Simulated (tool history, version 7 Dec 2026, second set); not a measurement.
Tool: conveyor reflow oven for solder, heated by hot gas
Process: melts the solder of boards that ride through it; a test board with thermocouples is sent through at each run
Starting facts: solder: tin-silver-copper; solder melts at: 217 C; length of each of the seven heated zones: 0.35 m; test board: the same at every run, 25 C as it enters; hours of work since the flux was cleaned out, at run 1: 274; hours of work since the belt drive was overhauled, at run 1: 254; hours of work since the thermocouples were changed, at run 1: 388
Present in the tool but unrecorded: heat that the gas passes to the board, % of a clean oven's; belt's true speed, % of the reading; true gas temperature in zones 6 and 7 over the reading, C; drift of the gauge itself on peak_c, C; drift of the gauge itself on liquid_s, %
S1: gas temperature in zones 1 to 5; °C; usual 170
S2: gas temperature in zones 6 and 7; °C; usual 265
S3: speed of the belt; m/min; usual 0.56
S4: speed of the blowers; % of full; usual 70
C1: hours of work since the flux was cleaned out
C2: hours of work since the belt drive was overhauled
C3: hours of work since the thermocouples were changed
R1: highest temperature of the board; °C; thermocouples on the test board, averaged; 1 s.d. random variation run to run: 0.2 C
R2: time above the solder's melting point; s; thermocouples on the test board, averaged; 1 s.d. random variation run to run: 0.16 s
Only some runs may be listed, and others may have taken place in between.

run 1 hour=0 | S1=170 S2=265 S3=0.56 S4=70 | C1=274 C2=254 C3=388 | R1=246.9 R2=50
run 2 hour=14.9 | S1=170 S2=265 S3=0.56 S4=70 | C1=285 C2=265 C3=399 | R1=247.4 R2=49.9
run 3 hour=29.6 | S1=170 S2=265 S3=0.56 S4=70 | C1=296 C2=276 C3=410 | R1=247 R2=49.9
run 4 hour=49.3 | S1=170 S2=265 S3=0.56 S4=70 | C1=311 C2=291 C3=425 | R1=247 R2=49.7
run 5 hour=69.9 | S1=170 S2=265 S3=0.56 S4=70 | C1=327 C2=307 C3=441 | R1=246.7 R2=49.7
run 6 hour=79.3 | S1=170 S2=265 S3=0.56 S4=70 | C1=334 C2=314 C3=448 | R1=246.5 R2=49.7
run 7 hour=89.7 | S1=170 S2=265 S3=0.56 S4=70 | C1=342 C2=322 C3=455 | R1=246.8 R2=49.7
run 8 hour=100 | S1=170 S2=265 S3=0.56 S4=70 | C1=349 C2=330 C3=463 | R1=246.5 R2=49.6
run 9 hour=117.2 | S1=183 S2=265 S3=0.56 S4=70 | C1=362 C2=343 C3=476 | R1=248.7 R2=56.9
run 10 hour=139 | S1=170 S2=265 S3=0.56 S4=70 | C1=379 C2=359 C3=493 | R1=246.4 R2=49.4
run 11 hour=157.5 | S1=170 S2=265 S3=0.56 S4=70 | C1=393 C2=373 C3=507 | R1=246.3 R2=49.6
run 12 hour=179.1 | S1=170 S2=265 S3=0.56 S4=70 | C1=409 C2=389 C3=523 | R1=246.3 R2=49.1
-- hour=187.7 flux residue cleaned out of gas plates and filters
run 13 hour=196.8 | S1=170 S2=268 S3=0.56 S4=70 | C1=7 C2=399 C3=533 | R1=251.4 R2=54.2
run 14 hour=206.6 | S1=170 S2=268 S3=0.56 S4=70 | C1=14 C2=406 C3=540 | R1=252 R2=54.3
run 15 hour=220.3 | S1=170 S2=265 S3=0.56 S4=53 | C1=25 C2=417 C3=550 | R1=242.4 R2=45.3
run 16 hour=234.3 | S1=170 S2=265 S3=0.56 S4=53 | C1=35 C2=427 C3=561 | R1=242.9 R2=45
run 17 hour=252.4 | S1=176 S2=272 S3=0.619 S4=90 | C1=49 C2=441 C3=575 | R1=257.5 R2=54.8
run 18 hour=269.2 | S1=176 S2=272 S3=0.619 S4=90 | C1=62 C2=454 C3=587 | R1=257.9 R2=54.8
-- hour=274.2 belt drive overhauled, speed set with a stopwatch
run 19 hour=285.6 | S1=170 S2=278 S3=0.649 S4=54 | C1=71 C2=9 C3=597 | R1=246.9 R2=41.2
run 20 hour=306.9 | S1=170 S2=260 S3=0.606 S4=52 | C1=87 C2=25 C3=613 | R1=235.4 R2=33
run 21 hour=321.5 | S1=171 S2=278 S3=0.646 S4=60 | C1=98 C2=36 C3=624 | R1=250.4 R2=44.7
run 22 hour=343.6 | S1=170 S2=263 S3=0.65 S4=70 | C1=115 C2=52 C3=640 | R1=241.1 R2=38.4
run 23 hour=359 | S1=170 S2=263 S3=0.65 S4=70 | C1=126 C2=64 C3=652 | R1=241.6 R2=38.3
run 24 hour=369.1 | S1=170 S2=259 S3=0.634 S4=56 | C1=134 C2=72 C3=660 | R1=234.4 R2=30.2
run 25 hour=382.7 | S1=170 S2=259 S3=0.634 S4=56 | C1=144 C2=82 C3=670 | R1=234.2 R2=30.4
run 26 hour=397.1 | S1=170 S2=265 S3=0.479 S4=70 | C1=155 C2=93 C3=681 | R1=253.4 R2=66.4
-- hour=403.4 belt drive overhauled, speed set with a stopwatch, once more
run 27 hour=420.2 | S1=184 S2=265 S3=0.56 S4=70 | C1=170 C2=13 C3=695 | R1=250.5 R2=58.1
run 28 hour=442.2 | S1=170 S2=254 S3=0.661 S4=70 | C1=186 C2=29 C3=712 | R1=232.8 R2=28.4
run 29 hour=455.2 | S1=170 S2=254 S3=0.661 S4=70 | C1=196 C2=39 C3=722 | R1=233 R2=28.6
run 30 hour=474.7 | S1=170 S2=254 S3=0.661 S4=70 | C1=211 C2=54 C3=736 | R1=232.9 R2=28.1
-- hour=488.4 thermocouples of zones 6 and 7 changed
run 31 hour=492.5 | S1=170 S2=254 S3=0.661 S4=70 | C1=223 C2=66 C3=3 | R1=231.6 R2=26.6

Branching from run 31: 4 alternative next runs. What would each branch give?
run A hour=511.9 | S1=170 S2=259 S3=0.661 S4=51 | C1=237 C2=80 C3=18 | R1=? R2=?
run B hour=511.9 | S1=170 S2=264 S3=0.661 S4=72 | C1=237 C2=80 C3=18 | R1=? R2=?
run C hour=511.9 | S1=185 S2=254 S3=0.582 S4=57 | C1=237 C2=80 C3=18 | R1=? R2=?
run D hour=511.9 | S1=170 S2=262 S3=0.661 S4=70 | C1=237 C2=80 C3=18 | R1=? R2=?

run=A R1=227.7 R2=19.3
run=B R1=239.6 R2=35.5
run=C R1=235.5 R2=40.8
run=D R1=237.6 R2=33.1
Take away the tool's hidden state, keep each run's random variation, and the runs would have read:
run=A R1=229.4 R2=21.9
run=B R1=241.6 R2=37.6
run=C R1=236.9 R2=43
run=D R1=239.6 R2=35.4
